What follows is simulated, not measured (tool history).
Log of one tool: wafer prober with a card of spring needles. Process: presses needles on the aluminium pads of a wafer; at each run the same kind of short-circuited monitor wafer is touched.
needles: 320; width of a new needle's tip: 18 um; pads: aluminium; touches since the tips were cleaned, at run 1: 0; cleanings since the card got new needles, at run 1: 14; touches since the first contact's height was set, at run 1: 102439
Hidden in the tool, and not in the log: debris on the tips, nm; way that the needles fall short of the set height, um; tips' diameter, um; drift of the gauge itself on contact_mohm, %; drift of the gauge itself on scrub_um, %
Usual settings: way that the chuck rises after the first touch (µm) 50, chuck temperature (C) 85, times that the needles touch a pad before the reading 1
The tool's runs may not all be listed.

| run | hour | way that the chuck rises after the first touch (µm) | chuck temperature (C) | times that the needles touch a pad before the reading | touches since the tips were cleaned | cleanings since the card got new needles | touches since the first contact's height was set | resistance of one needle with its contact and lead (mohm) | way that a needle slides on the pad (µm) |
|---|---|---|---|---|---|---|---|---|---|
| 1 | 0.0 | 50 | 85 | 1 | 0 | 14 | 102439 | 297 | 13.32 |
| 2 | 11.7 | 50 | 33 | 1 | 5835 | 14 | 108274 | 377 | 13.49 |
|  | 12.8 | tips cleaned on abrasive film |
| 3 | 23.9 | 50 | 33 | 1 | 5529 | 15 | 114277 | 377 | 13.41 |
|  | 25.5 | tips cleaned on abrasive film |
|  | 37.9 | tips cleaned on abrasive film |
| 4 | 38.8 | 54 | 33 | 1 | 458 | 17 | 121592 | 287 | 14.40 |
|  | 50.9 | tips cleaned on abrasive film |
| 5 | 54.1 | 50 | 54 | 1 | 1603 | 18 | 129135 | 326 | 13.17 |
|  | 64.3 | tips cleaned on abrasive film |
| 6 | 68.2 | 50 | 54 | 1 | 1928 | 19 | 136068 | 341 | 13.29 |
|  | 77.1 | tips cleaned on abrasive film |
| 7 | 77.5 | 50 | 54 | 1 | 191 | 20 | 140667 | 294 | 13.27 |
|  | 89.6 | tips cleaned on abrasive film |
| 8 | 94.6 | 50 | 79 | 1 | 2514 | 21 | 149106 | 356 | 13.19 |
|  | 101.8 | tips cleaned on abrasive film |
| 9 | 112.0 | 50 | 79 | 1 | 5058 | 22 | 157683 | 394 | 13.19 |
|  | 114.6 | tips cleaned on abrasive film |
| 10 | 123.9 | 50 | 79 | 1 | 4654 | 23 | 163567 | 388 | 12.98 |
|  | 127.7 | tips cleaned on abrasive film |
| 11 | 131.7 | 50 | 85 | 2 | 1978 | 24 | 167380 | 323 | 13.15 |
|  | 141.4 | tips cleaned on abrasive film |
| 12 | 146.8 | 50 | 74 | 2 | 2711 | 25 | 174845 | 331 | 13.05 |
|  | 153.7 | tips cleaned on abrasive film |
| 13 | 159.3 | 50 | 52 | 2 | 2794 | 26 | 181015 | 327 | 13.08 |
|  | 166.7 | tips cleaned on abrasive film |
| 14 | 171.3 | 61 | 101 | 2 | 2305 | 27 | 186936 | 319 | 16.11 |
|  | 178.9 | tips cleaned on abrasive film |
| 15 | 181.2 | 61 | 36 | 2 | 1105 | 28 | 191767 | 290 | 15.87 |
| 16 | 190.1 | 68 | 34 | 2 | 5527 | 28 | 196189 | 306 | 17.97 |
|  | 191.7 | tips cleaned on abrasive film |
|  | 204.7 | tips cleaned on abrasive film |
| 17 | 207.5 | 46 | 102 | 2 | 1347 | 30 | 204728 | 336 | 11.86 |
|  | 217.2 | tips cleaned on abrasive film |
| 18 | 217.2 | 46 | 102 | 2 | 0 | 31 | 209535 | 311 | 11.80 |
|  | 221.2 | height of the first contact set anew |
|  | 230.5 | tips cleaned on abrasive film |
| 19 | 231.6 | 46 | 102 | 2 | 547 | 32 | 5090 | 317 | 12.82 |
|  | 243.1 | tips cleaned on abrasive film |
| 20 | 243.9 | 46 | 102 | 2 | 424 | 33 | 11181 | 315 | 12.57 |
|  | 256.2 | tips cleaned on abrasive film |
| 21 | 258.6 | 50 | 85 | 3 | 1189 | 34 | 18440 | 308 | 13.76 |
| 22 | 266.8 | 50 | 85 | 3 | 5264 | 34 | 22515 | 321 | 13.57 |
|  | 269.4 | tips cleaned on abrasive film |
| 23 | 277.3 | 50 | 85 | 2 | 3902 | 35 | 27669 | 341 | 13.64 |

Hidden state or all else? Some run-to-run changes of resistance of one needle with its contact and lead (mohm), split into what the settings, what came in and random variation would give without the hidden state, and what is left for the hidden state (with any gauge scatter that isn't in both results):
Run 1 -> 2: chuck temperature (C) 85 -> 33. resistance of one needle with its contact and lead (mohm) +80: hidden state +100, all else -20.
Run 3 -> 4: way that the chuck rises after the first touch (µm) 50 -> 54, tips cleaned on abrasive film, tips cleaned on abrasive film. resistance of one needle with its contact and lead (mohm) -90: hidden state -87, all else -3.
